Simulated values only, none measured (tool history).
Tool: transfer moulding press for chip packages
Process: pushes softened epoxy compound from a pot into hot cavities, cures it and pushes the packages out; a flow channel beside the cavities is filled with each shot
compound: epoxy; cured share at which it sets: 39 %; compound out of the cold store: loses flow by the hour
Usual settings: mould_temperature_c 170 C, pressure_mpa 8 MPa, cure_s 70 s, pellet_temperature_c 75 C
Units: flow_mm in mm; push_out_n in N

run	hour	mould_temperature_c	pressure_mpa	cure_s	pellet_temperature_c	incoming compound's hours out of the cold store	flow_mm	push_out_n
1	0	170	8	70	75	13	830	718
2	19.9	165	8	70	75	19	840	1447
# hour 39.1: cavities cleaned with cleaning compound and waxed
3	39.1	170	8.46	70	75	23.9	824	605
4	51.3	170	8.46	70	75	34	790	753
5	65.3	170	8	73	75	10.8	824	927
6	77.3	170	8	73	75	23.1	786	1011
# hour 84.8: plunger's sealing rings changed
# hour 86.3: cavities cleaned with cleaning compound and waxed
7	91.9	170	8	70	75	8.8	880	736
8	106	170	6.88	70	75	27.9	768	929
9	119.1	170	6.88	70	75	38.7	739	1033
# hour 131: cavities cleaned with cleaning compound and waxed
10	138.5	170	6.88	70	75	44.1	728	731
11	150.4	170	6.88	70	75	15.3	782	927
12	158.8	170	6.88	70	75	17.1	786	1032
# hour 175.5: cavities cleaned with cleaning compound and waxed
13	178.4	170	6.88	57	75	16.4	773	1171
14	189.3	170	6.88	57	75	25.1	757	1531
15	203.9	170	6.88	60	65	21.9	763	1669
16	215.2	163	8	70	71	46.7	783	1843
# hour 220: cavities cleaned with cleaning compound and waxed
17	231.5	175	8	70	71	30	773	660
18	244	170	9.71	70	75	18.1	912	1003
# hour 263.9: cavities cleaned with cleaning compound and waxed
19	263.9	176	6.33	104	85	14.3	712	410
20	280	166	7.65	104	85	27.3	785	636
21	288.2	166	7.65	104	85	20.1	798	739
22	305.5	163	8	73	73	12.9	852	1938
# hour 308.6: cavities cleaned with cleaning compound and waxed
23	319.1	170	8	70	77	10.9	817	837
# hour 329.7: plunger's sealing rings changed
24	341.5	170	8	70	77	32	816	1025
# hour 355.4: cavities cleaned with cleaning compound and waxed
25	360.4	170	8	70	77	36.7	804	693
26	378.7	170	8.48	83	75	19.4	869	770
27	396.3	170	8.48	83	75	39.6	812	876

Forecast each of these 5 alternatives for the next run:
# hour 399.5: cavities cleaned with cleaning compound and waxed
A	408.2	174	8	70	75	43.2	?	?
# hour 399.5: cavities cleaned with cleaning compound and waxed
B	408.2	170	8	70	69	37.1	?	?
# hour 399.5: cavities cleaned with cleaning compound and waxed
C	408.2	170	8.48	83	73	8.2	?	?
# hour 399.5: cavities cleaned with cleaning compound and waxed
D	408.2	170	7.08	80	75	27.9	?	?
# hour 399.5: cavities cleaned with cleaning compound and waxed
E	408.2	169	6.49	70	78	18	?	?

run	flow_mm	push_out_n
A	763	602
B	789	758
C	882	613
D	758	592
E	752	805
Without the tool's hidden state the same runs would have given:
run	flow_mm	push_out_n
A	777	454
B	803	561
C	898	464
D	772	448
E	766	591

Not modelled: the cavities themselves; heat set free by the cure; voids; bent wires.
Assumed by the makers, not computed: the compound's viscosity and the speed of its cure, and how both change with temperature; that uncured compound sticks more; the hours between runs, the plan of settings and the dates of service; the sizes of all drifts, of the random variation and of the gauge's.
